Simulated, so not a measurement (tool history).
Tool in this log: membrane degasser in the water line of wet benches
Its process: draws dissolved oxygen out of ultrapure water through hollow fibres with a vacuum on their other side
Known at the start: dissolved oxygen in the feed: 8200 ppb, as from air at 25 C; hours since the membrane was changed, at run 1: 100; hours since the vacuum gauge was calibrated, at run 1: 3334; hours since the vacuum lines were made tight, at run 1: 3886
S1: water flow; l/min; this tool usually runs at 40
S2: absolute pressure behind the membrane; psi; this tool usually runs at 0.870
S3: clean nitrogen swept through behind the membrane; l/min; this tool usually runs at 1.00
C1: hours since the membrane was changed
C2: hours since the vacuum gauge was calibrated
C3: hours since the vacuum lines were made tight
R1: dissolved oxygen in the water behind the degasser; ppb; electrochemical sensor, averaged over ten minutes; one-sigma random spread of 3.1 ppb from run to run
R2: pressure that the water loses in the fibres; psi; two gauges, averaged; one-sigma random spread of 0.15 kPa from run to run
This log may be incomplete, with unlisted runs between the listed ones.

run,hour,S1,S2,S3,C1,C2,C3,R1,R2
1,0.0,40,0.870,1.00,100,3334,3886,404.3,6.575
2,51.6,40,0.870,1.00,152,3386,3938,411.0,6.515
3,95.2,40,1.461,1.00,195,3429,3982,709.0,6.524
4,139.6,40,1.461,1.00,240,3474,4026,702.8,6.527
5,195.4,40,1.461,1.00,295,3530,4082,710.6,6.572
6,234.7,40,1.461,1.00,335,3569,4121,699.6,6.553
7,281.1,40,1.461,1.00,381,3615,4167,695.1,6.572
8,306.3,40,0.935,1.00,406,3640,4193,440.3,6.541
9,343.8,40,0.935,1.00,444,3678,4230,446.1,6.582
10,395.7,40,1.933,1.00,496,3730,4282,918.5,6.595
11,440.8,40,1.933,1.00,541,3775,4327,920.8,6.553
12,493.1,40,1.933,2.64,593,3827,4379,513.4,6.537
# hour 497.5: vacuum gauge calibrated
13,517.7,40,1.933,2.64,617,20,4403,509.7,6.559
14,574.0,40,1.933,2.64,673,76,4460,517.1,6.546
15,618.9,40,1.933,2.64,718,121,4505,525.4,6.605
16,655.8,40,1.443,2.64,755,158,4542,413.8,6.547
17,698.4,40,0.870,0.47,798,201,4584,584.5,6.548
18,730.3,40,0.870,0.47,830,233,4616,593.8,6.570
19,773.2,40,0.870,0.47,873,276,4659,596.8,6.530
# hour 797.9: vacuum gauge calibrated, once more
20,823.1,40,0.870,0.47,922,25,4708,541.6,6.553
21,854.4,40,0.870,0.47,953,57,4740,539.9,6.606
22,884.2,51,1.798,1.22,983,86,4769,1032.8,8.392
23,908.0,39,2.160,0.98,1007,110,4793,988.5,6.419
24,951.8,39,2.160,0.98,1051,154,4837,995.5,6.401
25,983.5,39,0.674,1.98,1082,186,4869,225.7,6.435
26,1015.0,40,0.804,0.63,1114,217,4900,430.8,6.573
27,1058.6,44,0.944,0.84,1158,261,4944,545.2,7.226
28,1096.9,29,0.944,0.84,1196,299,4982,285.1,4.763
29,1128.7,44,0.825,0.40,1228,331,5014,614.9,7.192
30,1160.6,44,0.825,0.40,1260,363,5046,612.0,7.253
31,1200.2,30,0.870,2.33,1299,402,5085,147.0,4.927

Measured result minus the same run's result without the hidden state. Both carry the same run-to-run variation, though not necessarily the same gauge scatter:
Hidden conditions of the tool in this case: membrane still open, %; true pressure behind the membrane over the reading, kPa; air that leaks in behind the membrane, l/min; drift of the gauge itself on oxygen_ppb, %; drift of the gauge itself on loss_of_pressure_kpa, %.
run,R1,R2
1,+20.2,+0.003
2,+21.0,+0.004
3,+20.5,+0.007
4,+20.7,+0.007
5,+21.4,+0.010
6,+21.4,+0.012
7,+21.7,+0.013
8,+22.9,+0.015
9,+23.5,+0.016
10,+22.0,+0.017
11,+22.4,+0.020
12,+13.3,+0.020
13,+15.8,+0.022
14,+16.4,+0.023
15,+17.0,+0.025
16,+16.7,+0.028
17,+50.9,+0.028
18,+52.0,+0.029
19,+52.7,+0.030
20,-0.7,+0.033
21,-0.3,+0.035
22,+5.1,+0.045
23,+3.5,+0.035
24,+3.9,+0.036
25,+3.9,+0.038
26,+3.1,+0.039
27,+4.9,+0.045
28,+2.6,+0.030
29,+3.4,+0.048
30,+3.8,+0.049
31,+3.2,+0.035
